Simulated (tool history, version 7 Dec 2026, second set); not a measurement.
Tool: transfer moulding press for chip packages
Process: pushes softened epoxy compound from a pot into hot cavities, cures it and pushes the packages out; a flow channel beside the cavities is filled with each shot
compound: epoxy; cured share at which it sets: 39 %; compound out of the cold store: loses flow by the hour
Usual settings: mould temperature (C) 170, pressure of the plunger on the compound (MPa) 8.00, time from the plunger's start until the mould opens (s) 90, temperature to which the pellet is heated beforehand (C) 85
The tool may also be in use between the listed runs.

| run | hour | mould temperature (C) | pressure of the plunger on the compound (MPa) | time from the plunger's start until the mould opens (s) | temperature to which the pellet is heated beforehand (C) | incoming compound's hours out of the cold store | length that the compound runs in the flow channel (mm) | greatest force on the pins that push the packages out (N) |
|---|---|---|---|---|---|---|---|---|
| 1 | 0.0 | 170 | 8.00 | 90 | 85 | 31.9 | 962 | 548 |
|  | 15.0 | cavities cleaned with cleaning compound and waxed |
| 2 | 27.7 | 170 | 8.00 | 90 | 85 | 19.8 | 1000 | 557 |
| 3 | 56.5 | 170 | 8.00 | 90 | 85 | 12.4 | 1026 | 584 |
| 4 | 75.0 | 170 | 8.00 | 90 | 85 | 15.7 | 1014 | 582 |
|  | 84.7 | cavities cleaned with cleaning compound and waxed |
| 5 | 89.7 | 170 | 8.00 | 90 | 85 | 16.0 | 1014 | 569 |
|  | 111.3 | plunger's sealing rings changed |
| 6 | 117.2 | 170 | 8.00 | 90 | 85 | 18.4 | 1006 | 558 |
| 7 | 134.3 | 170 | 8.00 | 90 | 85 | 33.8 | 955 | 537 |
| 8 | 146.2 | 170 | 7.46 | 90 | 91 | 32.3 | 925 | 531 |
|  | 155.9 | cavities cleaned with cleaning compound and waxed |
| 9 | 176.3 | 177 | 9.14 | 89 | 78 | 32.2 | 1008 | 414 |
| 10 | 189.8 | 170 | 7.35 | 90 | 79 | 12.4 | 987 | 577 |
| 11 | 205.2 | 174 | 7.88 | 90 | 79 | 47.0 | 899 | 457 |
|  | 224.7 | cavities cleaned with cleaning compound and waxed |
| 12 | 230.8 | 171 | 6.25 | 109 | 80 | 35.8 | 836 | 425 |

Forecast run 13:
| 13 | 258.3 | 171 | 6.25 | 109 | 80 | 29.6 | ? | ? |

{"run 13": {"length that the compound runs in the flow channel (mm)": 852, "greatest force on the pins that push the packages out (N)": 401}}
Without the tool's hidden state the same run would have given length that the compound runs in the flow channel (mm) 853, greatest force on the pins that push the packages out (N) 399.

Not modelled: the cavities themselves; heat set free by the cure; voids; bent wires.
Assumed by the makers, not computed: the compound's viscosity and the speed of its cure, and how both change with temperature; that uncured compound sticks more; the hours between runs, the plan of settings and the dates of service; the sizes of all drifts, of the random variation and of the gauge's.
